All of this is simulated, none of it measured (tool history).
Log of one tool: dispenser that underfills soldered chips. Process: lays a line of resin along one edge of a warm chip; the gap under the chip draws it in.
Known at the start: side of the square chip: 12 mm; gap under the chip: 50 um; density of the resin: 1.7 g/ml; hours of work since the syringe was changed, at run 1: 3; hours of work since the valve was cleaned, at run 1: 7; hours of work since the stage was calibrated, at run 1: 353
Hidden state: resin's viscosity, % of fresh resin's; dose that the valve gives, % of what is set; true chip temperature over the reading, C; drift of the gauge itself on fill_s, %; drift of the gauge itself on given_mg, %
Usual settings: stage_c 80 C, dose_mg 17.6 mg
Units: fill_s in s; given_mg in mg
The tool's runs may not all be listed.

run	hour	stage_c	dose_mg	hours of work since the syringe was changed	hours of work since the valve was cleaned	hours of work since the stage was calibrated	fill_s	given_mg
1	0	80	17.6	3	7	353	171.4	17.48
# hour 4: new syringe of resin
# hour 12.4: new syringe of resin
2	15.8	80	17.6	2	18	364	165.8	17.47
# hour 20.6: new syringe of resin
3	24.8	80	17.6	3	24	370	171.6	17.19
# hour 29.1: new syringe of resin
4	32.3	79	17.6	2	29	375	172.4	16.96
# hour 37.4: new syringe of resin
# hour 46: new syringe of resin
5	48.3	79	17.6	2	40	386	165.1	17.09
# hour 54.5: new syringe of resin
6	57.4	80	15.3	2	47	393	171.8	14.62
# hour 63.3: new syringe of resin
7	70.8	80	15.3	5	56	402	204.8	14.63
# hour 71.9: new syringe of resin
# hour 80.3: new syringe of resin
# hour 88.7: new syringe of resin
8	88.7	80	15.3	0	68	414	157.5	14.28
# hour 97.5: new syringe of resin
9	97.5	80	17.3	0	74	420	150.6	16.13
# hour 106.1: new syringe of resin
10	108.8	80	19.6	2	82	428	163.1	18.06
# hour 114.3: new syringe of resin
# hour 121.6: dispensing valve cleaned and set on the balance
# hour 123.9: new syringe of resin
11	126.2	80	17.6	2	3	439	157.9	17.58
# hour 132.1: new syringe of resin
# hour 140.6: new syringe of resin
12	140.6	80	17.6	0	13	449	146.7	17.45
# hour 148.7: new syringe of resin
13	153.5	80	17.6	3	22	458	177.8	17.32
# hour 157.7: new syringe of resin
# hour 166.3: new syringe of resin
14	166.3	80	17.6	0	31	467	144.6	16.99
# hour 172.4: stage's temperature calibrated
# hour 176.1: new syringe of resin
15	178.2	80	17.6	1	38	4	154.3	16.99
# hour 184.6: new syringe of resin
16	191.5	80	16.4	5	48	13	186.3	15.69
# hour 193.2: new syringe of resin
# hour 201.6: new syringe of resin
17	206.3	80	16.4	3	58	23	170	15.47
# hour 210: new syringe of resin
# hour 218.7: new syringe of resin
18	220.8	80	16.4	2	68	33	157.1	15.32
# hour 226.9: new syringe of resin
# hour 235.7: new syringe of resin
19	235.7	81	17.3	0	78	44	133.2	15.94
# hour 244.4: new syringe of resin
20	247.4	68	17.8	2	86	52	280.2	16.3
# hour 253.2: new syringe of resin
# hour 254.2: dispensing valve cleaned and set on the balance
# hour 262.8: new syringe of resin
21	263.7	66	16.5	1	7	62	289.5	16.43
# hour 271.9: new syringe of resin
# hour 280.1: new syringe of resin
22	280.1	66	16.5	0	18	74	283.5	16.15
# hour 288.4: new syringe of resin
23	290.4	66	16.5	1	25	81	306.2	16.04
# hour 297.3: new syringe of resin
24	301.7	83	19.2	3	33	89	138.7	18.57
# hour 305.6: new syringe of resin
# hour 314.1: new syringe of resin
25	314.3	85	17.5	0	42	97	112	16.84
# hour 322.6: new syringe of resin
26	329.3	82	20.3	5	52	108	167.4	19.05
# hour 331.5: new syringe of resin
27	337.7	68	16.1	4	58	114	343.6	15.23
# hour 340.3: new syringe of resin
# hour 349.1: new syringe of resin
28	352	73	15.2	2	68	123	230.9	14.23
# hour 357.6: new syringe of resin
# hour 365.6: new syringe of resin
29	366.7	82	17.6	1	78	133	132.5	16.19
# hour 374.9: new syringe of resin
30	375.6	82	17.6	0	84	140	130.9	16.09
# hour 383.2: new syringe of resin
# hour 385.9: dispensing valve cleaned and set on the balance
31	386.6	90	15.1	2	0	147	100.1	15.19
# hour 392.7: new syringe of resin
32	399.3	88	17.4	5	9	156	126.9	17.32
# hour 400.9: new syringe of resin
33	406.9	88	17.4	4	15	161	125.3	17.07

3 ways to go on from here, each from the tool as it stands after run 33. What would each give?
# hour 409.2: new syringe of resin
A	415.6	85	17.6	5	21	167	?	?
# hour 409.2: new syringe of resin
B	415.6	93	18	5	21	167	?	?
# hour 409.2: new syringe of resin
C	415.6	81	17.6	5	21	167	?	?

run	fill_s	given_mg
A	147.3	17.39
B	103.6	17.63
C	176.1	17.36
Without the tool's hidden state the same runs would have given:
run	fill_s	given_mg
A	111.5	17.74
B	78.3	17.98
C	133.3	17.71
